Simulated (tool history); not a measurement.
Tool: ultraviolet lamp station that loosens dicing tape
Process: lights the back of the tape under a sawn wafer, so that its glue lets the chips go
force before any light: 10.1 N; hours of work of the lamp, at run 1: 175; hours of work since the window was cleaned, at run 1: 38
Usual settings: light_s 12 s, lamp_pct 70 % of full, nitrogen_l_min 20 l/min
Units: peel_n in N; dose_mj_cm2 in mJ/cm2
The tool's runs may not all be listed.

| run | hour | light_s | lamp_pct | nitrogen_l_min | hours of work of the lamp | hours of work since the window was cleaned | peel_n | dose_mj_cm2 |
|---|---|---|---|---|---|---|---|---|
| 1 | 0 | 12 | 70 | 20 | 175 | 38 | 1.74 | 386 |
| 2 | 26.3 | 12 | 70 | 20 | 186 | 49 | 1.685 | 388 |
| 3 | 44.3 | 12 | 70 | 20 | 194 | 57 | 1.787 | 383 |
| 4 | 75.5 | 18 | 70 | 20 | 207 | 70 | 0.773 | 570 |
| 5 | 102.3 | 12 | 70 | 20 | 218 | 82 | 1.697 | 379 |
| 6 | 116.4 | 12 | 90 | 20 | 224 | 88 | 1.11 | 481 |
| 7 | 137.4 | 12 | 70 | 9 | 233 | 97 | 2.756 | 372 |
| 8 | 150.5 | 12 | 70 | 15 | 239 | 102 | 2.037 | 371 |
| 9 | 173.8 | 12 | 70 | 15 | 249 | 112 | 2.06 | 372 |
| 10 | 200 | 12 | 70 | 20 | 260 | 123 | 1.791 | 376 |
| 11 | 224.2 | 12 | 70 | 20 | 270 | 134 | 1.796 | 370 |
| 12 | 245.5 | 12 | 64 | 25 | 279 | 143 | 1.933 | 335 |
| 13 | 264.8 | 12 | 65 | 15 | 288 | 151 | 2.474 | 341 |
| 14 | 296.5 | 12 | 65 | 39 | 301 | 165 | 1.518 | 336 |
| 15 | 326.8 | 8 | 65 | 39 | 314 | 178 | 2.797 | 227 |
| 16 | 350.2 | 12 | 95 | 20 | 324 | 188 | 1.089 | 494 |
| 17 | 370.8 | 12 | 95 | 20 | 333 | 196 | 1.091 | 490 |
| 18 | 385.3 | 9 | 60 | 36 | 339 | 202 | 2.837 | 232 |
| 19 | 415 | 9 | 66 | 6 | 352 | 215 | 4.972 | 250 |
| 20 | 428.2 | 12 | 70 | 30 | 357 | 221 | 1.569 | 356 |

Forecast each of these 3 alternatives for the next run:
| A | 444.3 | 7 | 71 | 8 | 364 | 228 | ? | ? |
| B | 444.3 | 24 | 70 | 20 | 364 | 228 | ? | ? |
| C | 444.3 | 12 | 69 | 11 | 364 | 228 | ? | ? |

| run | peel_n | dose_mj_cm2 |
|---|---|---|
| A | 4.962 | 209 |
| B | 0.422 | 707 |
| C | 2.832 | 349 |
Without the tool's hidden state the same runs would have given:
| run | peel_n | dose_mj_cm2 |
|---|---|---|
| A | 4.362 | 248 |
| B | 0.262 | 839 |
| C | 2.232 | 414 |
